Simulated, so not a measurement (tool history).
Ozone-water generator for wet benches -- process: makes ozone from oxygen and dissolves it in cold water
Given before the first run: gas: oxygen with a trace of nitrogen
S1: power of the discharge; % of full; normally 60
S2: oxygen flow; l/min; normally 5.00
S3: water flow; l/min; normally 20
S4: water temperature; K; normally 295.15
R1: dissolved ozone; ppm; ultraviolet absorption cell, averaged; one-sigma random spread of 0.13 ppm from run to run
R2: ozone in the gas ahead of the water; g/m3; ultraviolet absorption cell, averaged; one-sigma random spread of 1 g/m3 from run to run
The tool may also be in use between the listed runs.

{"run": 1, "hour": 0.0, "S1": 60, "S2": 5.0, "S3": 20, "S4": 295.15, "R1": 13.1, "R2": 178.3}
{"run": 2, "hour": 81.5, "S1": 60, "S2": 5.0, "S3": 15, "S4": 295.15, "R1": 16.6, "R2": 177.9}
{"run": 3, "hour": 157.7, "S1": 60, "S2": 5.0, "S3": 20, "S4": 295.15, "R1": 13.1, "R2": 176.5}
{"run": 4, "hour": 200.5, "S1": 60, "S2": 5.0, "S3": 20, "S4": 295.15, "R1": 13.1, "R2": 177.1}
{"run": 5, "hour": 247.0, "S1": 60, "S2": 5.0, "S3": 20, "S4": 288.15, "R1": 14.3, "R2": 176.6}
{"run": 6, "hour": 343.4, "S1": 80, "S2": 5.0, "S3": 23, "S4": 295.15, "R1": 14.1, "R2": 217.8}
{"run": 7, "hour": 440.4, "S1": 80, "S2": 5.0, "S3": 23, "S4": 295.15, "R1": 13.9, "R2": 214.7}
{"run": 8, "hour": 496.5, "S1": 80, "S2": 5.0, "S3": 23, "S4": 295.15, "R1": 14.1, "R2": 216.6}
{"run": 9, "hour": 566.7, "S1": 80, "S2": 3.33, "S3": 23, "S4": 294.15, "R1": 14.4, "R2": 276.7}
{"run": 10, "hour": 656.6, "S1": 42, "S2": 6.26, "S3": 15, "S4": 288.15, "R1": 14.1, "R2": 120.1}

4 options for the next run, each taken on its own from the tool as it stands now. Forecast them:
{"run": "A", "hour": 704.3, "S1": 42, "S2": 6.26, "S3": 23, "S4": 291.15, "R1": "?", "R2": "?"}
{"run": "B", "hour": 704.3, "S1": 45, "S2": 5.0, "S3": 20, "S4": 296.15, "R1": "?", "R2": "?"}
{"run": "C", "hour": 704.3, "S1": 42, "S2": 6.26, "S3": 15, "S4": 296.15, "R1": "?", "R2": "?"}
{"run": "D", "hour": 704.3, "S1": 55, "S2": 7.03, "S3": 20, "S4": 295.15, "R1": "?", "R2": "?"}

run=A R1=9.1 R2=120.8
run=B R1=10.8 R2=144.7
run=C R1=12.2 R2=121.1
run=D R1=11.6 R2=134.4
With the hidden condition removed and each run's random variation left untouched, the same runs would have given:
run=A R1=9.1 R2=121.7
run=B R1=10.8 R2=145.8
run=C R1=12.2 R2=122.0
run=D R1=11.6 R2=135.4
